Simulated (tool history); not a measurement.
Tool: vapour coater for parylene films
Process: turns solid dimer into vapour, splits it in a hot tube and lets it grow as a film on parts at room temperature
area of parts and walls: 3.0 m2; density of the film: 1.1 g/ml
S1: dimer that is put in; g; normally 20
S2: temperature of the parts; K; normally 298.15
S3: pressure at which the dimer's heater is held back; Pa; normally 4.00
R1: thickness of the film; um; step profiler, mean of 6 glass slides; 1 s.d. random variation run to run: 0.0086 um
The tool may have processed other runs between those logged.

run	hour	S1	S2	S3	R1
1	0.0	20	298.15	4.00	3.532
2	17.8	20	298.15	4.00	3.526
3	43.3	20	298.15	4.00	3.513
4	82.4	18	298.15	4.00	3.152
5	103.5	20	298.15	4.00	3.501
6	130.8	10	298.15	4.00	1.757
7	160.0	10	298.15	4.00	1.749
8	186.5	10	298.15	4.00	1.751
9	227.1	20	298.15	4.00	3.489
10	260.7	20	298.15	4.00	3.479
11	301.8	20	298.15	4.00	3.481
12	321.7	18	291.15	9.63	3.737
13	342.7	26	302.15	3.81	3.834
14	361.1	26	302.15	3.81	3.827
# hour 366.9: trap's valve overhauled
15	398.4	20	290.15	3.13	4.889
16	418.2	18	299.15	4.00	2.923
# hour 460.3: trap's valve overhauled, once more
17	460.3	18	299.15	4.00	3.102
18	489.2	18	299.15	4.00	3.096
19	522.6	28	302.15	6.73	3.962
20	552.3	20	301.15	4.00	3.157
21	580.2	14	298.15	10.33	2.213
22	607.7	17	295.15	2.20	3.697

What if the next run were any one of these 3? Each begins from the tool's condition after run 22:
A	645.5	8	303.15	5.47	?
B	645.5	20	298.15	3.10	?
C	645.5	14	302.15	5.45	?

run	R1
A	1.103
B	3.687
C	2.014
Without the tool's unlogged condition, the same runs would have read:
run	R1
A	1.077
B	3.599
C	1.966

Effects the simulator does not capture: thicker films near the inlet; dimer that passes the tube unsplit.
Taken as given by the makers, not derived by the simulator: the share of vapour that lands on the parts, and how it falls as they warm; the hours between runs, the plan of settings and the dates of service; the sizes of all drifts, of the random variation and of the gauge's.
